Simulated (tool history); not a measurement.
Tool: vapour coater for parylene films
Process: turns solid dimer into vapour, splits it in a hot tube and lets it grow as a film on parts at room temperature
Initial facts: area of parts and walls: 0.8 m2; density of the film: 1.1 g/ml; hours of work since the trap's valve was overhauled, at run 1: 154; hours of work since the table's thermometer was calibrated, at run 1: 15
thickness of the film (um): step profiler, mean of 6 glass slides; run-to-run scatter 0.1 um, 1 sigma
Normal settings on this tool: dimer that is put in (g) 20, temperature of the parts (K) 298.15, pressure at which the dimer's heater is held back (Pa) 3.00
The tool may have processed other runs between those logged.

run   hour  dimer that is put in (g)  temperature of the parts (K)  pressure at which the dimer's heater is held back (Pa)  hours of work since the trap's valve was overhauled  hours of work since the table's thermometer was calibrated  thickness of the film (um)
  1    0.0                        20                        298.15                                                    3.00                                                  154                                                          15                       12.15
  2   16.0                        20                        298.15                                                    3.00                                                  162                                                          22                       11.94
  3   24.8                        20                        298.15                                                    3.00                                                  166                                                          26                       12.10
  4   39.4                        20                        298.15                                                    3.00                                                  173                                                          33                       11.97
  5   47.5                        20                        298.15                                                    3.00                                                  177                                                          37                       12.19
  6   56.6                        20                        298.15                                                    3.00                                                  181                                                          41                       12.04
  7   73.8                        20                        294.15                                                    3.00                                                  189                                                          50                       13.68
  8   82.2                        20                        298.15                                                    3.00                                                  193                                                          54                       12.01
  9   91.7                        22                        298.15                                                    3.00                                                  198                                                          58                       12.97
 10  102.6                        15                        298.15                                                    3.00                                                  203                                                          63                        8.91
 11  117.9                        15                        298.15                                                    3.00                                                  210                                                          70                        8.89
 12  128.3                        15                        298.15                                                    3.00                                                  215                                                          75                        9.00
 13  140.8                        15                        298.15                                                    3.00                                                  221                                                          81                        8.88
 14  158.3                        20                        305.15                                                    3.00                                                  229                                                          90                        9.53
 15  174.1                        11                        294.15                                                    8.40                                                  237                                                          97                        6.34
 16  190.3                        11                        294.15                                                    8.40                                                  244                                                         105                        6.31
 17  200.0                        11                        294.15                                                    8.40                                                  249                                                         109                        6.18
 18  217.1                        11                        294.15                                                    8.40                                                  257                                                         117                        6.40
 19  227.7                        13                        307.15                                                    7.18                                                  262                                                         122                        4.97
 20  237.0                        20                        298.15                                                    9.77                                                  266                                                         127                        9.69
 21  255.0                        20                        298.15                                                    9.77                                                  275                                                         135                        9.69
 22  268.5                        20                        298.15                                                    9.77                                                  281                                                         142                        9.73
 23  278.2                        20                        298.15                                                    9.77                                                  286                                                         146                        9.65
 24  288.8                        20                        307.15                                                    9.77                                                  291                                                         151                        7.22
 25  298.8                        20                        290.15                                                    3.00                                                  296                                                         156                       15.35
 26  310.5                        20                        290.15                                                    3.00                                                  301                                                         162                       15.32
 27  324.5                        10                        295.15                                                    2.78                                                  308                                                         168                        6.52

Here are 5 independent what-if runs from the current tool condition. What would each one return?
  A  341.2                        17                        300.15                                                    7.37                                                  316                                                         176                           ?
  B  341.2                        11                        293.15                                                    5.49                                                  316                                                         176                           ?
  C  341.2                        20                        291.15                                                    3.86                                                  316                                                         176                           ?
  D  341.2                        10                        290.15                                                    2.78                                                  316                                                         176                           ?
  E  341.2                        10                        297.15                                                    5.01                                                  316                                                         176                           ?

run  thickness of the film (um)
  A                        8.01
  B                        6.84
  C                       14.07
  D                        7.60
  E                        5.59
Had the tool no hidden state, the same runs would have come out as:
run  thickness of the film (um)
  A                        8.55
  B                        7.31
  C                       15.02
  D                        8.12
  E                        5.97

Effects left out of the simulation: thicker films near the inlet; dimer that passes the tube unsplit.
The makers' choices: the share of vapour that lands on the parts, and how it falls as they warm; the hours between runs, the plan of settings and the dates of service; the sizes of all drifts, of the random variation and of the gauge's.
